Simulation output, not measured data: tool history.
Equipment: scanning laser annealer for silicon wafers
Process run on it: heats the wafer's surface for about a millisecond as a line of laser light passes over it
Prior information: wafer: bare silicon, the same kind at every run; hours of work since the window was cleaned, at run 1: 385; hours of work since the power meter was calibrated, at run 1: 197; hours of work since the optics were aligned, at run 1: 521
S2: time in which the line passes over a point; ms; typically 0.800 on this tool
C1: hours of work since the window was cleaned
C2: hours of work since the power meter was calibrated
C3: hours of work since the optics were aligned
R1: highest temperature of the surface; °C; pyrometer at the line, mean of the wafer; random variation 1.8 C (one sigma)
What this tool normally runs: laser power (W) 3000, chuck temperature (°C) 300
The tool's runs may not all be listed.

Run 1, hour 0.0: usual settings; C1 385; C2 197; C3 521. Result: R1 973 °C.
Run 2, hour 16.9: usual settings but S2 0.997 ms; C1 396; C2 209; C3 533. Result: R1 1043 °C.
Run 3, hour 32.9: usual settings; C1 407; C2 220; C3 544. Result: R1 971 °C.
Run 4, hour 46.2: usual settings; C1 416; C2 229; C3 553. Result: R1 971 °C.
Run 5, hour 55.3: usual settings but laser power (W) 2891; C1 422; C2 235; C3 559. Result: R1 938 °C.
Run 6, hour 63.1: usual settings but chuck temperature (°C) 308; C1 428; C2 240; C3 564. Result: R1 975 °C.
Run 7, hour 74.2: usual settings but chuck temperature (°C) 308; C1 435; C2 248; C3 572. Result: R1 976 °C.
Run 8, hour 86.2: usual settings but chuck temperature (°C) 304; C1 443; C2 256; C3 580. Result: R1 970 °C.
Run 9, hour 94.7: usual settings but chuck temperature (°C) 304; C1 449; C2 262; C3 586. Result: R1 969 °C.
Run 10, hour 103.3: usual settings but chuck temperature (°C) 304; C1 455; C2 267; C3 591. Result: R1 968 °C.
Run 11, hour 112.5: usual settings but laser power (W) 2584, chuck temperature (°C) 304; C1 461; C2 274; C3 598. Result: R1 853 °C.
At hour 119.1: window over the wafer cleaned.
Run 12, hour 121.5: usual settings but laser power (W) 2584, chuck temperature (°C) 304; C1 2; C2 279; C3 603. Result: R1 889 °C.
Run 13, hour 135.2: usual settings; C1 11; C2 288; C3 612. Result: R1 1009 °C.
Run 14, hour 145.8: usual settings; C1 18; C2 295; C3 619. Result: R1 1012 °C.
Run 15, hour 157.9: usual settings but S2 0.749 ms; C1 26; C2 303; C3 627. Result: R1 986 °C.
Run 16, hour 170.0: usual settings; C1 34; C2 311; C3 635. Result: R1 1008 °C.
Run 17, hour 178.7: usual settings; C1 40; C2 317; C3 641. Result: R1 1003 °C.
Run 18, hour 187.6: usual settings but laser power (W) 2848; C1 46; C2 323; C3 647. Result: R1 960 °C.
Run 19, hour 195.3: usual settings but laser power (W) 2848; C1 52; C2 329; C3 653. Result: R1 957 °C.
Run 20, hour 205.7: usual settings but laser power (W) 2848, chuck temperature (°C) 338; C1 59; C2 336; C3 660. Result: R1 996 °C.
Run 21, hour 214.9: usual settings but S2 0.616 ms, chuck temperature (°C) 282; C1 65; C2 342; C3 666. Result: R1 911 °C.
Run 22, hour 229.2: usual settings but laser power (W) 3171, S2 0.814 ms; C1 75; C2 352; C3 676. Result: R1 1060 °C.
Run 23, hour 245.3: usual settings but laser power (W) 3171, S2 0.682 ms, chuck temperature (°C) 309; C1 86; C2 363; C3 687. Result: R1 1006 °C.
Run 24, hour 256.8: usual settings but laser power (W) 3095, S2 0.975 ms, chuck temperature (°C) 289; C1 93; C2 370; C3 694. Result: R1 1083 °C.
Run 25, hour 271.8: usual settings but laser power (W) 3095, S2 0.625 ms, chuck temperature (°C) 289; C1 104; C2 380; C3 704. Result: R1 941 °C.
Run 26, hour 285.8: usual settings but laser power (W) 3095, S2 0.625 ms, chuck temperature (°C) 289; C1 113; C2 390; C3 714. Result: R1 940 °C.
Run 27, hour 301.5: usual settings but laser power (W) 3095, S2 0.625 ms, chuck temperature (°C) 289; C1 124; C2 401; C3 725. Result: R1 936 °C.
Run 28, hour 313.2: usual settings but laser power (W) 3039, chuck temperature (°C) 323; C1 132; C2 409; C3 733. Result: R1 1031 °C.
Run 29, hour 329.7: usual settings but laser power (W) 2581, S2 0.892 ms, chuck temperature (°C) 292; C1 143; C2 420; C3 744. Result: R1 891 °C.
Run 30, hour 344.9: usual settings but laser power (W) 2581, S2 0.892 ms, chuck temperature (°C) 292; C1 153; C2 430; C3 754. Result: R1 889 °C.
Run 31, hour 352.7: usual settings but laser power (W) 3210, S2 0.698 ms, chuck temperature (°C) 338; C1 158; C2 435; C3 759. Result: R1 1049 °C.
Run 32, hour 363.5: usual settings but laser power (W) 3172, S2 0.620 ms; C1 166; C2 443; C3 767. Result: R1 961 °C.
Run 33, hour 373.3: usual settings but laser power (W) 3180, S2 0.687 ms; C1 172; C2 449; C3 773. Result: R1 994 °C.
Run 34, hour 381.4: usual settings but laser power (W) 3180, S2 0.687 ms; C1 178; C2 455; C3 779. Result: R1 990 °C.
Run 35, hour 390.8: usual settings but laser power (W) 3090, S2 0.687 ms, chuck temperature (°C) 264; C1 184; C2 461; C3 785. Result: R1 933 °C.
Run 36, hour 402.6: usual settings but laser power (W) 3090, S2 0.687 ms, chuck temperature (°C) 264; C1 192; C2 469; C3 793. Result: R1 930 °C.
Run 37, hour 415.7: usual settings but laser power (W) 3090, S2 0.687 ms, chuck temperature (°C) 305; C1 201; C2 478; C3 802. Result: R1 971 °C.
Run 38, hour 424.8: usual settings but laser power (W) 3219, S2 0.619 ms, chuck temperature (°C) 333; C1 207; C2 484; C3 808. Result: R1 1002 °C.
Run 39, hour 433.7: usual settings but laser power (W) 3081, S2 0.710 ms; C1 213; C2 490; C3 814. Result: R1 971 °C.
Run 40, hour 446.0: usual settings but laser power (W) 2650, S2 0.808 ms, chuck temperature (°C) 279; C1 222; C2 499; C3 823. Result: R1 864 °C.

Below, each run's measurement less what the same run would have read without the hidden state. Both values contain the same run-to-run variation, but the gauge's scatter may not be the same in both:
Hidden state at play: light that passes the window, % of a clean one's; laser's true power over the reading, %; width of the line over the set one, %; drift of the gauge itself on peak_c, C.
run   R1
  1  -58
  2  -65
  3  -60
  4  -62
  5  -59
  6  -63
  7  -64
  8  -65
  9  -66
 10  -67
 11  -55
 12  -17
 13  -22
 14  -23
 15  -22
 16  -25
 17  -26
 18  -24
 19  -25
 20  -26
 21  -25
 22  -32
 23  -32
 24  -37
 25  -31
 26  -33
 27  -33
 28  -38
 29  -33
 30  -34
 31  -42
 32  -40
 33  -44
 34  -44
 35  -43
 36  -45
 37  -46
 38  -47
 39  -48
 40  -42
